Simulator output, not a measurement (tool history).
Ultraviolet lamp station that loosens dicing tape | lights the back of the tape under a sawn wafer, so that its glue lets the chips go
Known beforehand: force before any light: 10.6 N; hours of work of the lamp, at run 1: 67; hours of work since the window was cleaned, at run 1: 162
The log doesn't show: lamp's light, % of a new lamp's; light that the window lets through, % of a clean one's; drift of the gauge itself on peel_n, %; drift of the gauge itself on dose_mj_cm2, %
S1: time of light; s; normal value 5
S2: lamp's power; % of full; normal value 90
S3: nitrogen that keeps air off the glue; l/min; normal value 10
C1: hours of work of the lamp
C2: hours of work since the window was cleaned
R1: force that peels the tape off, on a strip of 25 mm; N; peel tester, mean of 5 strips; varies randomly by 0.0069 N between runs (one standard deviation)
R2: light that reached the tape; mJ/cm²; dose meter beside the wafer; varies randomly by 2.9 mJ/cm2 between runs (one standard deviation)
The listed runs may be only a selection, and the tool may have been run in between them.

| run | day | S1 | S2 | S3 | C1 | C2 | R1 | R2 |
|---|---|---|---|---|---|---|---|---|
| 1 | 0.000 | 5 | 90 | 10 | 67 | 162 | 0.247 | 411 |
| 2 | 1.842 | 5 | 90 | 3 | 96 | 191 | 0.567 | 405 |
| 3 | 3.854 | 5 | 90 | 3 | 127 | 223 | 0.606 | 410 |
| 4 | 5.362 | 5 | 90 | 3 | 151 | 246 | 0.608 | 404 |
| 5 | 7.354 | 6 | 90 | 10 | 182 | 278 | 0.221 | 476 |
| 6 | 9.017 | 5 | 90 | 8 | 208 | 304 | 0.285 | 397 |
| 7 | 10.625 | 5 | 90 | 8 | 233 | 329 | 0.300 | 393 |
| 8 | 12.350 | 5 | 90 | 20 | 260 | 356 | 0.222 | 391 |
| 9 | 13.871 | 5 | 90 | 20 | 284 | 380 | 0.229 | 385 |
| 10 | 15.875 | 5 | 90 | 20 | 315 | 411 | 0.216 | 384 |
|  | 16.079 | window cleaned of glue's vapour |
| 11 | 17.567 | 5 | 90 | 18 | 342 | 23 | 0.229 | 401 |
| 12 | 19.554 | 5 | 66 | 10 | 373 | 54 | 0.427 | 294 |
| 13 | 21.721 | 5 | 90 | 10 | 407 | 88 | 0.260 | 394 |
| 14 | 22.775 | 5 | 90 | 4 | 423 | 105 | 0.499 | 394 |
| 15 | 24.358 | 5 | 90 | 4 | 448 | 130 | 0.499 | 392 |
| 16 | 25.583 | 5 | 90 | 4 | 467 | 149 | 0.506 | 391 |
| 17 | 26.992 | 5 | 90 | 4 | 489 | 171 | 0.503 | 384 |
| 18 | 28.817 | 5 | 61 | 4 | 518 | 199 | 1.195 | 258 |
| 19 | 30.588 | 5 | 61 | 4 | 545 | 227 | 1.247 | 258 |
| 20 | 32.462 | 5 | 90 | 18 | 575 | 256 | 0.226 | 382 |
| 21 | 33.917 | 4 | 90 | 10 | 598 | 279 | 0.420 | 298 |
| 22 | 35.462 | 10 | 90 | 10 | 622 | 303 | 0.201 | 739 |
| 23 | 37.225 | 10 | 90 | 10 | 649 | 331 | 0.202 | 742 |
| 24 | 38.550 | 5 | 67 | 10 | 670 | 352 | 0.495 | 274 |
| 25 | 39.804 | 8 | 72 | 10 | 690 | 371 | 0.224 | 471 |

For run 26, what comes out?
| 26 | 40.892 | 8 | 72 | 10 | 707 | 388 | ? | ? |

Run 26 produced R1 0.223 N, R2 464 mJ/cm².
Without the tool's hidden state the same run would have given R1 0.207 N, R2 543 mJ/cm².

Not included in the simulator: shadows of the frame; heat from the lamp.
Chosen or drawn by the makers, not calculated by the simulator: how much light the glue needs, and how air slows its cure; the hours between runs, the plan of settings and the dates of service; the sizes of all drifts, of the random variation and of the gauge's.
